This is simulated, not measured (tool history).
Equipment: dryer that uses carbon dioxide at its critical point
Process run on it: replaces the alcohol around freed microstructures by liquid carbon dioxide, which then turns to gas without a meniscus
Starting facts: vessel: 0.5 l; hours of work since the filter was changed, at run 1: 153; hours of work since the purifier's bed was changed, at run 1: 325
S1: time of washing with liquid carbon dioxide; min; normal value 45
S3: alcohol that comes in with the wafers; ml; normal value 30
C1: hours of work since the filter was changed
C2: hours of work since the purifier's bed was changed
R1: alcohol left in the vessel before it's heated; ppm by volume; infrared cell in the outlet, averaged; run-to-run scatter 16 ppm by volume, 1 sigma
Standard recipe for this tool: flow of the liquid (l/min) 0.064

Run 1, hour 0: usual settings; C1 153; C2 325. Result: R1 1187 ppm by volume.
Run 2, hour 12.9: usual settings; C1 161; C2 333. Result: R1 1191 ppm by volume.
Run 3, hour 28.2: usual settings but S1 55 min; C1 170; C2 342. Result: R1 513 ppm by volume.
Run 4, hour 37.2: usual settings but S1 55 min; C1 175; C2 347. Result: R1 540 ppm by volume.
Run 5, hour 48: usual settings but S1 55 min; C1 182; C2 354. Result: R1 525 ppm by volume.
Run 6, hour 58.2: usual settings but S1 55 min; C1 188; C2 360. Result: R1 530 ppm by volume.
Run 7, hour 68.7: usual settings but S1 55 min; C1 194; C2 366. Result: R1 528 ppm by volume.
Run 8, hour 82.5: usual settings but S1 55 min; C1 202; C2 374. Result: R1 552 ppm by volume.
Run 9, hour 93.1: usual settings but flow of the liquid (l/min) 0.0599; C1 209; C2 380. Result: R1 1604 ppm by volume.
Run 10, hour 110.2: usual settings but flow of the liquid (l/min) 0.0599; C1 219; C2 391. Result: R1 1634 ppm by volume.
Run 11, hour 124.6: usual settings but flow of the liquid (l/min) 0.0599; C1 227; C2 399. Result: R1 1630 ppm by volume.
Run 12, hour 144.6: usual settings but flow of the liquid (l/min) 0.0599; C1 239; C2 411. Result: R1 1616 ppm by volume.
Run 13, hour 155.1: usual settings; C1 245; C2 417. Result: R1 1287 ppm by volume.
Run 14, hour 169.8: usual settings; C1 254; C2 426. Result: R1 1289 ppm by volume.
At hour 174.5: inlet filter changed.
Run 15, hour 189.7: usual settings; C1 9; C2 437. Result: R1 1049 ppm by volume.
Run 16, hour 208: usual settings but S1 28 min, flow of the liquid (l/min) 0.0665, S3 95 ml; C1 20; C2 448. Result: R1 13479 ppm by volume.
Run 17, hour 223.8: usual settings but S1 29 min; C1 29; C2 457. Result: R1 4391 ppm by volume.
Run 18, hour 241.6: usual settings but S1 59 min, flow of the liquid (l/min) 0.0469; C1 40; C2 468. Result: R1 1341 ppm by volume.
Run 19, hour 254.7: usual settings but flow of the liquid (l/min) 0.047, S3 61 ml; C1 47; C2 475. Result: R1 6719 ppm by volume.
Run 20, hour 269.6: usual settings but S1 27 min, flow of the liquid (l/min) 0.047, S3 28 ml; C1 56; C2 484. Result: R1 9936 ppm by volume.
Run 21, hour 284.6: usual settings but S1 69 min, flow of the liquid (l/min) 0.0546, S3 78 ml; C1 65; C2 493. Result: R1 907 ppm by volume.
Run 22, hour 294: usual settings but S1 57 min, flow of the liquid (l/min) 0.058, S3 104 ml; C1 71; C2 499. Result: R1 2186 ppm by volume.
Run 23, hour 314: usual settings but S1 40 min, flow of the liquid (l/min) 0.0676, S3 23 ml; C1 82; C2 510. Result: R1 1091 ppm by volume.
Run 24, hour 331.5: usual settings but flow of the liquid (l/min) 0.0501; C1 93; C2 521. Result: R1 2878 ppm by volume.
Run 25, hour 344.3: usual settings but flow of the liquid (l/min) 0.0501; C1 100; C2 528. Result: R1 2798 ppm by volume.
Run 26, hour 362.1: usual settings but flow of the liquid (l/min) 0.0501; C1 111; C2 539. Result: R1 2809 ppm by volume.
Run 27, hour 376.8: usual settings but S1 48 min, flow of the liquid (l/min) 0.0466, S3 44 ml; C1 120; C2 548. Result: R1 4336 ppm by volume.
Run 28, hour 396: usual settings but S1 48 min, flow of the liquid (l/min) 0.0897; C1 131; C2 559. Result: R1 185 ppm by volume.
Run 29, hour 413.5: usual settings but S1 30 min, flow of the liquid (l/min) 0.0909, S3 41 ml; C1 141; C2 569. Result: R1 1886 ppm by volume.

For each entry between runs, how does the tool's hidden state at the last listed run before it compare with that at the first listed run after it?
Logged between run 14 and run 15: inlet filter changed (hour 174.5)
  flow that reaches the vessel past the clogged filter, %: 94.1 -> 99.5; alcohol in the recycled carbon dioxide, ppm: 28.5 -> 29.1
  measured minus no-state result, R1: +292 -> +45 ppm by volume

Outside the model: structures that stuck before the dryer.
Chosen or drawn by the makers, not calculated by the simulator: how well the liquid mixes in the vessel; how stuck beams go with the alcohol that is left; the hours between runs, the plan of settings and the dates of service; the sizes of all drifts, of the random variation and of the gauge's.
